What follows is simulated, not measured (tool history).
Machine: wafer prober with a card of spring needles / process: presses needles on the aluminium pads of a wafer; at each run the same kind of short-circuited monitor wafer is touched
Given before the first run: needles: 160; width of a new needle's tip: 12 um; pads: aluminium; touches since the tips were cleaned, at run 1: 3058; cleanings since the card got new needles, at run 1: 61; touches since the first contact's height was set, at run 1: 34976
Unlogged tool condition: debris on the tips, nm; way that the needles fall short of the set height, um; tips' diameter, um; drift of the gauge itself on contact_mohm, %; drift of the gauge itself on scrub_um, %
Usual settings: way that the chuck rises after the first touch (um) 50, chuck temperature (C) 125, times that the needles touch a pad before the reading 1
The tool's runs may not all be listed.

run	hour	way that the chuck rises after the first touch (um)	chuck temperature (C)	times that the needles touch a pad before the reading	touches since the tips were cleaned	cleanings since the card got new needles	touches since the first contact's height was set	resistance of one needle with its contact and lead (mohm)	way that a needle slides on the pad (um)
1	0	50	125	1	3058	61	34976	248	5.97
# hour 1.3: tips cleaned on abrasive film
2	8.6	53	125	1	3150	62	38660	240	6.39
# hour 10.1: tips cleaned on abrasive film
3	16.8	53	125	1	2893	63	42137	238	6.32
# hour 18: tips cleaned on abrasive film
# hour 26.7: tips cleaned on abrasive film
4	32.2	53	125	1	2366	65	48716	238	6.3
# hour 34.4: tips cleaned on abrasive film
# hour 42.7: tips cleaned on abrasive film
5	43.6	53	125	1	384	67	53576	207	6.27
# hour 51.4: tips cleaned on abrasive film
6	55.3	53	125	1	1710	68	58595	227	6.26
# hour 60: tips cleaned on abrasive film
7	66.2	50	125	1	2682	69	63254	244	5.86
# hour 68.4: tips cleaned on abrasive film
8	75.1	50	125	1	2876	70	67044	253	5.89
# hour 76.3: tips cleaned on abrasive film
9	83.3	50	33	1	3016	71	70562	246	5.81
# hour 85.1: tips cleaned on abrasive film
# hour 93: tips cleaned on abrasive film
10	93	32	125	3	0	73	74671	217	3.67
# hour 101.3: tips cleaned on abrasive film
11	107.1	32	125	3	2527	74	80727	253	3.65
# hour 110.2: tips cleaned on abrasive film
# hour 119.3: tips cleaned on abrasive film
12	120.5	32	125	3	525	76	86444	229	3.62
# hour 127.7: tips cleaned on abrasive film
13	133.7	31	67	3	2580	77	92100	253	3.45
# hour 136.2: tips cleaned on abrasive film
# hour 144.1: tips cleaned on abrasive film
14	144.2	31	67	3	60	79	96567	205	3.43

Run 15 is up next; what results do you expect?
# hour 151.9: tips cleaned on abrasive film
# hour 161: tips cleaned on abrasive film
15	162.2	50	51	2	528	81	104253	?	?

Run 15 produced resistance of one needle with its contact and lead (mohm) 192, way that a needle slides on the pad (um) 5.73.
Minus the tool's unlogged condition, the same run would have read resistance of one needle with its contact and lead (mohm) 177, way that a needle slides on the pad (um) 6.12.
